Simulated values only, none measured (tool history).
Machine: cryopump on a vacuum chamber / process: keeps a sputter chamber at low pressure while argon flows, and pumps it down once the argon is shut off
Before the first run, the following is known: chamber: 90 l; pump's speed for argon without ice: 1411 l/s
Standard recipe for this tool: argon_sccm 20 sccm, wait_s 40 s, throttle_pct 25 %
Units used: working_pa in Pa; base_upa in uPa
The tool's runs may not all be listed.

Run 1, hour 0.0: usual settings. Result: working_pa 0.0982 Pa, base_upa 3.13 uPa.
Run 2, hour 9.8: usual settings. Result: working_pa 0.0993 Pa, base_upa 3.14 uPa.
Run 3, hour 21.4: usual settings. Result: working_pa 0.0994 Pa, base_upa 3.11 uPa.
Run 4, hour 37.6: usual settings but wait_s 287 s. Result: working_pa 0.0988 Pa, base_upa 1.61 uPa.
Run 5, hour 57.2: usual settings. Result: working_pa 0.0993 Pa, base_upa 3.17 uPa.
Run 6, hour 74.2: usual settings but wait_s 279 s. Result: working_pa 0.0989 Pa, base_upa 1.64 uPa.
Run 7, hour 89.0: usual settings but wait_s 279 s. Result: working_pa 0.0999 Pa, base_upa 1.59 uPa.
Run 8, hour 108.3: usual settings. Result: working_pa 0.0996 Pa, base_upa 3.11 uPa.
Run 9, hour 121.5: usual settings but wait_s 98 s. Result: working_pa 0.1006 Pa, base_upa 2.05 uPa.
Run 10, hour 135.4: usual settings but wait_s 88 s. Result: working_pa 0.0990 Pa, base_upa 2.24 uPa.
Run 11, hour 148.5: usual settings. Result: working_pa 0.0990 Pa, base_upa 3.09 uPa.
Run 12, hour 167.0: usual settings. Result: working_pa 0.1005 Pa, base_upa 3.16 uPa.
Run 13, hour 182.0: usual settings but wait_s 32 s. Result: working_pa 0.1000 Pa, base_upa 3.59 uPa.
Run 14, hour 200.8: usual settings but argon_sccm 26 sccm, wait_s 102 s. Result: working_pa 0.1302 Pa, base_upa 2.12 uPa.
Run 15, hour 216.2: usual settings but argon_sccm 39 sccm, wait_s 46 s, throttle_pct 17 %. Result: working_pa 0.2840 Pa, base_upa 2.97 uPa.
Run 16, hour 227.8: usual settings but wait_s 52 s, throttle_pct 20 %. Result: working_pa 0.1241 Pa, base_upa 2.83 uPa.
Run 17, hour 244.7: usual settings but argon_sccm 18 sccm, throttle_pct 20 %. Result: working_pa 0.1117 Pa, base_upa 3.19 uPa.
Run 18, hour 259.7: usual settings but argon_sccm 22 sccm, wait_s 54 s, throttle_pct 56 %. Result: working_pa 0.0535 Pa, base_upa 2.78 uPa.
Run 19, hour 271.7: usual settings but argon_sccm 8 sccm, wait_s 97 s, throttle_pct 56 %. Result: working_pa 0.0192 Pa, base_upa 2.19 uPa.
Run 20, hour 281.5: usual settings but argon_sccm 8 sccm, wait_s 99 s, throttle_pct 54 %. Result: working_pa 0.0193 Pa, base_upa 2.21 uPa.
Run 21, hour 300.9: usual settings but argon_sccm 24 sccm, wait_s 99 s, throttle_pct 54 %. Result: working_pa 0.0601 Pa, base_upa 2.20 uPa.

What will run 22 give?
Run 22, hour 317.4: usual settings but argon_sccm 24 sccm, wait_s 99 s, throttle_pct 54 %. Result: working_pa ?, base_upa ?.

working_pa: 0.0599 Pa
base_upa: 2.30 uPa
The same run, on a tool lacking any hidden state, would have yielded working_pa 0.0532 Pa, base_upa 0.96 uPa.

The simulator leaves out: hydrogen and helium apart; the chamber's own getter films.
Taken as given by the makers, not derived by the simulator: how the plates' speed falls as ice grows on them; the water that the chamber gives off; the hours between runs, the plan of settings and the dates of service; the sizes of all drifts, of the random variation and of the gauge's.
